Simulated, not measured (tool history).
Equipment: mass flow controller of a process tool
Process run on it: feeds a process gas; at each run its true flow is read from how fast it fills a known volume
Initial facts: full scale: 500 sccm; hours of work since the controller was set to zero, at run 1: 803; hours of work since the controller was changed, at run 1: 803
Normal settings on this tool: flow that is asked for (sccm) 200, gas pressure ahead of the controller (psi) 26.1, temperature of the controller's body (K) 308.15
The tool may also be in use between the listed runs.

run,hour,flow that is asked for (sccm),gas pressure ahead of the controller (psi),temperature of the controller's body (K),hours of work since the controller was set to zero,hours of work since the controller was changed,true flow (%)
1,0,200,26.1,308.15,803,803,99.45
2,150.5,200,26.1,308.15,876,876,99.47
3,319.9,200,26.1,308.15,959,959,99.59
4,496.6,200,26.1,308.15,1045,1045,99.68
5,662.6,119,26.1,308.15,1126,1126,99.5
6,809.3,119,26.1,308.15,1197,1197,99.49
7,945.2,119,26.1,308.15,1263,1263,99.56
8,1026.2,200,26.1,308.15,1303,1303,100.1
9,1165.4,200,26.1,302.15,1370,1370,99.56
10,1303.2,200,26.1,302.15,1438,1438,99.66
11,1493.4,200,26.1,302.15,1530,1530,99.81
12,1582.3,200,26.1,308.15,1573,1573,100.36
13,1734.6,200,26.1,308.15,1648,1648,100.33
14,1883.6,200,30,308.15,1720,1720,100.35
15,2049.4,200,30,308.15,1801,1801,100.51
16,2151.6,61,26.1,299.15,1850,1850,99.19
17,2329,87,25.7,303.15,1937,1937,99.95
18,2523.2,87,25.7,303.15,2031,2031,99.99
19,2648.1,87,25.7,303.15,2092,2092,99.8
20,2805.5,104,38.3,311.15,2169,2169,100.33
21,2994.7,104,38.3,311.15,2261,2261,100.4
# hour 3181.3: gauge calibrated
22,3188.9,104,38.3,311.15,2355,2355,98.76
23,3338.8,104,27,311.15,2428,2428,99.31
24,3427.8,59,25.5,308.15,2472,2472,98.85
25,3594.2,144,26.1,307.15,2553,2553,99.28
26,3757.9,72,30.2,307.15,2632,2632,98.85
27,3953.8,72,20.7,309.15,2728,2728,99.52
28,4078.6,72,20.7,309.15,2788,2788,99.77
29,4164.1,59,31.6,309.15,2830,2830,99.05
30,4264.4,52,31.6,309.15,2879,2879,99.18

Hidden state or all else? Some run-to-run changes of true flow (%), split into what the settings, what came in and random variation would give without the hidden state, and what is left for the hidden state (with any gauge scatter that isn't in both results):
The hidden state here: flow at rest that the sensor doesn't see, % of full scale; true flow over the shown one, %; drift of the gauge itself on true_pct, %.
Run 10 -> 11: no setting touched and nothing written in the log between the runs. true flow (%) +0.15: hidden state +0.12, all else +0.03.
Run 15 -> 16: flow that is asked for (sccm) 200 -> 61, gas pressure ahead of the controller (psi) 30 -> 26.1, temperature of the controller's body (K) 308.15 -> 299.15. true flow (%) -1.32: hidden state +0.05, all else -1.37.
Run 16 -> 17: flow that is asked for (sccm) 61 -> 87, gas pressure ahead of the controller (psi) 26.1 -> 25.7, temperature of the controller's body (K) 299.15 -> 303.15. true flow (%) +0.76: hidden state +0.1, all else +0.66.
Run 17 -> 18: no setting touched and nothing written in the log between the runs. true flow (%) +0.04: hidden state +0.12, all else -0.08.
Run 21 -> 22: gauge calibrated. true flow (%) -1.64: hidden state -1.75, all else +0.11.

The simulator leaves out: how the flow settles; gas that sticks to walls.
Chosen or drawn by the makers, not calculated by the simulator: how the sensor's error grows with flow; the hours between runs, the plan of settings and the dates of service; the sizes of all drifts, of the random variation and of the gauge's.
